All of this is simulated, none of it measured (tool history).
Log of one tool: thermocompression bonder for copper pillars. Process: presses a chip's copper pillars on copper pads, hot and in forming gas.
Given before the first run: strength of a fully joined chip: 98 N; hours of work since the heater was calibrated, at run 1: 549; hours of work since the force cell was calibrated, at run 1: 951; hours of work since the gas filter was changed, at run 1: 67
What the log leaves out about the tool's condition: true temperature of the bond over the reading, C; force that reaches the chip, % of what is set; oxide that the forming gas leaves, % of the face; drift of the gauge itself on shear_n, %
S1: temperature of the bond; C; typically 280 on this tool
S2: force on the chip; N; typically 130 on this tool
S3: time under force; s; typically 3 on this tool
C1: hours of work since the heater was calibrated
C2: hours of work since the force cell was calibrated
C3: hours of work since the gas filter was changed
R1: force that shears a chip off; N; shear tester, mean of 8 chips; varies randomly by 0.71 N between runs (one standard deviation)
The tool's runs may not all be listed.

run 1 day=0.000 | S1=280 S2=130 S3=3 | C1=549 C2=951 C3=67 | R1=56.9
run 2 day=0.604 | S1=280 S2=130 S3=3 | C1=559 C2=961 C3=77 | R1=57.9
run 3 day=1.492 | S1=280 S2=130 S3=3 | C1=574 C2=976 C3=92 | R1=54.8
run 4 day=2.571 | S1=280 S2=130 S3=3 | C1=592 C2=994 C3=110 | R1=55.8
run 5 day=3.112 | S1=280 S2=130 S3=3 | C1=601 C2=1003 C3=119 | R1=56.8
run 6 day=3.617 | S1=280 S2=130 S3=3 | C1=609 C2=1011 C3=128 | R1=56.4
run 7 day=4.346 | S1=280 S2=130 S3=3 | C1=621 C2=1023 C3=140 | R1=55.7
run 8 day=5.012 | S1=280 S2=130 S3=3 | C1=633 C2=1035 C3=151 | R1=54.8
run 9 day=6.138 | S1=280 S2=130 S3=3 | C1=651 C2=1053 C3=170 | R1=55.6
run 10 day=7.012 | S1=295 S2=130 S3=3 | C1=666 C2=1068 C3=185 | R1=65.4
run 11 day=7.858 | S1=280 S2=188 S3=3 | C1=680 C2=1082 C3=199 | R1=65.7
run 12 day=8.988 | S1=280 S2=188 S3=3 | C1=699 C2=1101 C3=218 | R1=65.1
run 13 day=9.492 | S1=280 S2=188 S3=3 | C1=708 C2=1110 C3=226 | R1=66.7
-- day=10.508 force cell calibrated
run 14 day=10.550 | S1=280 S2=188 S3=3 | C1=724 C2=1 C3=243 | R1=64.4
run 15 day=11.262 | S1=280 S2=154 S3=3 | C1=736 C2=13 C3=255 | R1=56.8
run 16 day=12.388 | S1=280 S2=81 S3=3 | C1=755 C2=31 C3=274 | R1=36.5
-- day=12.804 forming gas filter changed
run 17 day=13.517 | S1=306 S2=128 S3=3 | C1=773 C2=50 C3=12 | R1=69.4
run 18 day=14.375 | S1=268 S2=128 S3=3 | C1=788 C2=64 C3=26 | R1=46.2
run 19 day=15.283 | S1=268 S2=128 S3=3 | C1=803 C2=80 C3=42 | R1=46.0
run 20 day=15.954 | S1=293 S2=181 S3=4 | C1=814 C2=91 C3=53 | R1=77.5
run 21 day=16.671 | S1=274 S2=81 S3=3 | C1=826 C2=103 C3=65 | R1=33.8
run 22 day=17.488 | S1=285 S2=98 S3=3 | C1=840 C2=116 C3=78 | R1=47.0
run 23 day=18.221 | S1=285 S2=98 S3=3 | C1=852 C2=129 C3=91 | R1=46.6
run 24 day=19.379 | S1=267 S2=123 S3=4 | C1=872 C2=148 C3=110 | R1=46.6
run 25 day=20.492 | S1=272 S2=130 S3=3 | C1=890 C2=167 C3=129 | R1=47.3
run 26 day=21.125 | S1=280 S2=125 S3=9 | C1=901 C2=177 C3=139 | R1=68.7

4 ways to go on from here, each from the tool as it stands after run 26. What would each give?
run A day=22.150 | S1=280 S2=85 S3=2 | C1=918 C2=195 C3=156 | R1=?
run B day=22.150 | S1=267 S2=160 S3=9 | C1=918 C2=195 C3=156 | R1=?
run C day=22.150 | S1=295 S2=159 S3=7 | C1=918 C2=195 C3=156 | R1=?
run D day=22.150 | S1=297 S2=136 S3=2 | C1=918 C2=195 C3=156 | R1=?

run=A R1=32.9
run=B R1=70.7
run=C R1=81.1
run=D R1=56.8
Take away the tool's hidden state, keep each run's random variation, and the runs would have read:
run=A R1=37.3
run=B R1=77.8
run=C R1=87.7
run=D R1=63.0

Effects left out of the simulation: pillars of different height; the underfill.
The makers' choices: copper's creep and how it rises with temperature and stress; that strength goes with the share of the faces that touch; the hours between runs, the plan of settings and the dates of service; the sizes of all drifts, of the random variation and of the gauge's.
